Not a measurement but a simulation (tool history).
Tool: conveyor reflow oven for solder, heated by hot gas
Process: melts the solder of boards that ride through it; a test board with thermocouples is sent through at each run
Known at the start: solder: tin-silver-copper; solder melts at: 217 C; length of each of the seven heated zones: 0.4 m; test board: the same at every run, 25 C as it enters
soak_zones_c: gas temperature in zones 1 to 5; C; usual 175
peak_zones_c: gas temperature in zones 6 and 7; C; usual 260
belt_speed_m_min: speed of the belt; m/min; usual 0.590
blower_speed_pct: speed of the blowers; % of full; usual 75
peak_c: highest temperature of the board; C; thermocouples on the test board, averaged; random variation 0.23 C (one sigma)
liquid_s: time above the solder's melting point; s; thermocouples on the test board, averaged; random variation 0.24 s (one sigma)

run   hour  soak_zones_c  peak_zones_c  belt_speed_m_min  blower_speed_pct  peak_c  liquid_s
  1    0.0           175           260             0.590                75   245.3      55.6
  2    6.3           175           260             0.590                75   244.8      56.3
  3   18.9           175           260             0.590                75   245.1      55.2
  4   29.2           175           260             0.590                75   245.0      55.2
  5   35.8           175           260             0.590                78   245.6      56.0
  6   43.2           175           260             0.590                78   245.0      56.2
  7   54.0           175           260             0.590                78   245.3      56.3
  8   67.1           163           260             0.590                75   242.5      48.4
      72.4  -- belt drive overhauled, speed set with a stopwatch
  9   82.6           163           260             0.590                75   242.7      49.0
 10   95.1           175           260             0.695                75   239.4      40.7
 11  101.2           175           260             0.695                75   239.7      40.8
 12  113.9           184           260             0.695                75   241.5      45.6
     122.4  -- belt drive overhauled, speed set with a stopwatch, once more
 13  128.8           184           260             0.695                75   240.8      44.7
 14  134.3           184           260             0.695                75   241.1      45.0
 15  143.0           184           260             0.695                75   240.8      44.8
 16  152.7           184           260             0.695                75   241.3      44.8
 17  158.2           184           260             0.695                75   240.6      44.8
 18  171.1           184           252             0.695                88   236.8      42.1
 19  184.2           184           252             0.695                88   237.0      42.2
 20  194.1           183           259             0.525                88   249.3      72.2
 21  205.6           183           258             0.513                52   242.0      63.0
     221.9  -- flux residue cleaned out of gas plates and filters
 22  223.8           178           256             0.549                88   245.6      63.7
 23  235.2           168           256             0.549                88   244.3      58.3
 24  246.4           181           272             0.633                88   256.8      62.0
 25  257.1           162           260             0.590                75   242.5      47.7
 26  268.6           169           268             0.590                75   250.2      57.4
 27  276.1           175           272             0.577                75   255.7      64.8
 28  286.2           180           272             0.577                75   256.2      67.6
 29  291.9           180           272             0.577                75   256.0      67.2
 30  299.1           184           251             0.577                75   238.7      54.5
 31  306.2           184           251             0.577                75   239.1      54.8

3 ways to go on from here, each from the tool as it stands after run 31. What would each give?
  A  318.7           180           249             0.577                71       ?         ?
  B  318.7           184           260             0.577                75       ?         ?
  C  318.7           175           261             0.574                75       ?         ?

run  peak_c  liquid_s
  A   235.4      48.2
  B   246.1      62.4
  C   245.8      57.9
Without the tool's hidden state the same runs would have given:
run  peak_c  liquid_s
  A   236.4      49.7
  B   247.2      63.4
  C   247.0      59.0
